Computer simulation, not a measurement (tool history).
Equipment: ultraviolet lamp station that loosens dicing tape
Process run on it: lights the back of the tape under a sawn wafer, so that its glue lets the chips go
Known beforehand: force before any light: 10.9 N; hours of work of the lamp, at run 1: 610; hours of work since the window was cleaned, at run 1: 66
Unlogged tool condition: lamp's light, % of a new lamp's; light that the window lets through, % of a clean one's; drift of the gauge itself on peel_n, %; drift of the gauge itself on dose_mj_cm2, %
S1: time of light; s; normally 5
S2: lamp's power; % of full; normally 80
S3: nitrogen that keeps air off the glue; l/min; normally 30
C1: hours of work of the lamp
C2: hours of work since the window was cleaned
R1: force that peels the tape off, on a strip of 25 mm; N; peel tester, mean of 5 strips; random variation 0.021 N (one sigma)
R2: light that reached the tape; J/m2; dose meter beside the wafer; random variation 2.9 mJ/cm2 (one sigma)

| run | hour | S1 | S2 | S3 | C1 | C2 | R1 | R2 |
|---|---|---|---|---|---|---|---|---|
| 1 | 0 | 5 | 80 | 30 | 610 | 66 | 1.695 | 3170 |
| 2 | 36.2 | 5 | 100 | 30 | 637 | 93 | 1.203 | 3910 |
| 3 | 55.6 | 8 | 80 | 30 | 651 | 108 | 0.743 | 5000 |
| 4 | 88.7 | 8 | 80 | 30 | 676 | 133 | 0.767 | 4850 |
| 5 | 106.7 | 5 | 80 | 43 | 690 | 146 | 1.701 | 2930 |
| 6 | 133.3 | 5 | 80 | 43 | 709 | 166 | 1.69 | 2930 |
| 7 | 162.6 | 5 | 80 | 43 | 731 | 188 | 1.758 | 2960 |
| 8 | 195.6 | 5 | 80 | 43 | 756 | 212 | 1.856 | 2860 |
| 9 | 225 | 5 | 80 | 43 | 778 | 234 | 1.947 | 2770 |
| 10 | 248 | 5 | 80 | 30 | 795 | 251 | 2.154 | 2800 |
|  | 252.1 | window cleaned of glue's vapour |
| 11 | 287.8 | 6 | 94 | 14 | 824 | 27 | 1.877 | 3840 |
|  | 316.7 | lamp changed |
| 12 | 316.7 | 6 | 94 | 14 | 0 | 47 | 0.864 | 5540 |
| 13 | 348.5 | 3 | 86 | 15 | 24 | 71 | 3.239 | 2550 |
|  | 360.6 | window cleaned of glue's vapour, once more |
| 14 | 381.2 | 2 | 68 | 50 | 48 | 15 | 4.423 | 1370 |
| 15 | 417.9 | 2 | 68 | 50 | 75 | 43 | 4.453 | 1380 |
| 16 | 440.8 | 3 | 68 | 50 | 92 | 60 | 2.93 | 2020 |
| 17 | 474.7 | 4 | 68 | 14 | 118 | 85 | 3.085 | 2670 |
| 18 | 504.8 | 3 | 63 | 13 | 140 | 108 | 4.549 | 1840 |
| 19 | 544.3 | 3 | 87 | 13 | 170 | 137 | 3.505 | 2460 |

Predict each of these 4 candidate next runs independently; none follows another, all start after run 19:
| A | 571.6 | 3 | 85 | 27 | 190 | 158 | ? | ? |
| B | 571.6 | 3 | 87 | 12 | 190 | 158 | ? | ? |
| C | 571.6 | 9 | 71 | 13 | 190 | 158 | ? | ? |
| D | 571.6 | 4 | 98 | 13 | 190 | 158 | ? | ? |

| run | R1 | R2 |
|---|---|---|
| A | 2.865 | 2410 |
| B | 3.577 | 2470 |
| C | 0.755 | 5990 |
| D | 2.04 | 3650 |
Without the tool's unlogged condition, the same runs would have read:
| run | R1 | R2 |
|---|---|---|
| A | 2.404 | 2730 |
| B | 3.089 | 2800 |
| C | 0.572 | 6800 |
| D | 1.647 | 4150 |
